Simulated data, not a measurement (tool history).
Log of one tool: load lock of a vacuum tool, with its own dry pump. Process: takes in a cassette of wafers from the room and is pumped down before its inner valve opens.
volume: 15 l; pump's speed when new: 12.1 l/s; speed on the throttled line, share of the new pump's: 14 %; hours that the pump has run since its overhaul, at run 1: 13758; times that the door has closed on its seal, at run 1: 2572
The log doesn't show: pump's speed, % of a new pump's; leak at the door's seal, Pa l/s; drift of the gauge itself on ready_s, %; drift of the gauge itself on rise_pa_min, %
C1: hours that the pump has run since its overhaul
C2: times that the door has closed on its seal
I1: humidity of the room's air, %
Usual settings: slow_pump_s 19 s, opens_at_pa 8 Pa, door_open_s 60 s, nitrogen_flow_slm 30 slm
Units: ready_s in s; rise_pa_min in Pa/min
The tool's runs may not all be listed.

run 1 day=0 | slow_pump_s=19 opens_at_pa=8 door_open_s=60 nitrogen_flow_slm=30 | C1=13758 C2=2572 | I1=43.4 | ready_s=28.3 rise_pa_min=0.025
run 2 day=2.875 | slow_pump_s=19 opens_at_pa=8 door_open_s=60 nitrogen_flow_slm=30 | C1=13827 C2=2765 | I1=45.7 | ready_s=28.4 rise_pa_min=0.026
run 3 day=6.238 | slow_pump_s=19 opens_at_pa=8 door_open_s=60 nitrogen_flow_slm=30 | C1=13907 C2=2991 | I1=47 | ready_s=28.1 rise_pa_min=0.03
run 4 day=9.821 | slow_pump_s=19 opens_at_pa=8 door_open_s=60 nitrogen_flow_slm=30 | C1=13993 C2=3232 | I1=45.5 | ready_s=28.3 rise_pa_min=0.022
run 5 day=12.096 | slow_pump_s=19 opens_at_pa=8 door_open_s=60 nitrogen_flow_slm=30 | C1=14048 C2=3385 | I1=43.3 | ready_s=28.2 rise_pa_min=0.027
run 6 day=14.692 | slow_pump_s=19 opens_at_pa=8 door_open_s=60 nitrogen_flow_slm=10 | C1=14110 C2=3559 | I1=46.6 | ready_s=28.2 rise_pa_min=0.045
run 7 day=17.788 | slow_pump_s=19 opens_at_pa=8 door_open_s=28 nitrogen_flow_slm=30 | C1=14184 C2=3767 | I1=45.8 | ready_s=28.2 rise_pa_min=0.022
run 8 day=19.758 | slow_pump_s=19 opens_at_pa=8 door_open_s=28 nitrogen_flow_slm=30 | C1=14232 C2=3900 | I1=46.2 | ready_s=28.1 rise_pa_min=0.019
run 9 day=21.921 | slow_pump_s=19 opens_at_pa=8 door_open_s=28 nitrogen_flow_slm=30 | C1=14284 C2=4045 | I1=44.7 | ready_s=28.2 rise_pa_min=0.023
run 10 day=24.333 | slow_pump_s=19 opens_at_pa=8 door_open_s=28 nitrogen_flow_slm=30 | C1=14342 C2=4207 | I1=41.9 | ready_s=28.2 rise_pa_min=0.019
run 11 day=26.183 | slow_pump_s=19 opens_at_pa=8 door_open_s=60 nitrogen_flow_slm=30 | C1=14386 C2=4331 | I1=47.3 | ready_s=28.3 rise_pa_min=0.026
run 12 day=28.171 | slow_pump_s=19 opens_at_pa=8 door_open_s=60 nitrogen_flow_slm=30 | C1=14434 C2=4465 | I1=45.3 | ready_s=28.2 rise_pa_min=0.03
run 13 day=29.946 | slow_pump_s=12 opens_at_pa=8 door_open_s=58 nitrogen_flow_slm=30 | C1=14476 C2=4584 | I1=43.5 | ready_s=22 rise_pa_min=0.023
run 14 day=33.746 | slow_pump_s=12 opens_at_pa=8 door_open_s=58 nitrogen_flow_slm=30 | C1=14567 C2=4839 | I1=47 | ready_s=22 rise_pa_min=0.028
run 15 day=37.133 | slow_pump_s=12 opens_at_pa=6 door_open_s=32 nitrogen_flow_slm=15 | C1=14649 C2=5067 | I1=47.9 | ready_s=22.5 rise_pa_min=0.029
run 16 day=40.125 | slow_pump_s=14 opens_at_pa=11 door_open_s=49 nitrogen_flow_slm=4 | C1=14720 C2=5268 | I1=44.1 | ready_s=23.6 rise_pa_min=0.052
run 17 day=44.067 | slow_pump_s=25 opens_at_pa=14 door_open_s=54 nitrogen_flow_slm=11 | C1=14815 C2=5533 | I1=45.4 | ready_s=32.6 rise_pa_min=0.04
run 18 day=46.721 | slow_pump_s=25 opens_at_pa=14 door_open_s=54 nitrogen_flow_slm=11 | C1=14879 C2=5711 | I1=41.9 | ready_s=32.4 rise_pa_min=0.035
run 19 day=49.929 | slow_pump_s=13 opens_at_pa=8 door_open_s=44 nitrogen_flow_slm=11 | C1=14956 C2=5927 | I1=46.8 | ready_s=23 rise_pa_min=0.037
run 20 day=53.279 | slow_pump_s=13 opens_at_pa=8 door_open_s=44 nitrogen_flow_slm=11 | C1=15036 C2=6152 | I1=44.1 | ready_s=23.3 rise_pa_min=0.034
run 21 day=56.992 | slow_pump_s=19 opens_at_pa=13 door_open_s=60 nitrogen_flow_slm=10 | C1=15125 C2=6401 | I1=45.3 | ready_s=27.5 rise_pa_min=0.044

The next listed run, before its measurement:
run 22 day=59.421 | slow_pump_s=19 opens_at_pa=13 door_open_s=60 nitrogen_flow_slm=10 | C1=15184 C2=6564 | I1=49.5 | ready_s=? rise_pa_min=?

{"run 22": {"ready_s": 27.7, "rise_pa_min": 0.046}}
Without the tool's hidden state the same run would have given ready_s 27.7 s, rise_pa_min 0.046 Pa/min.
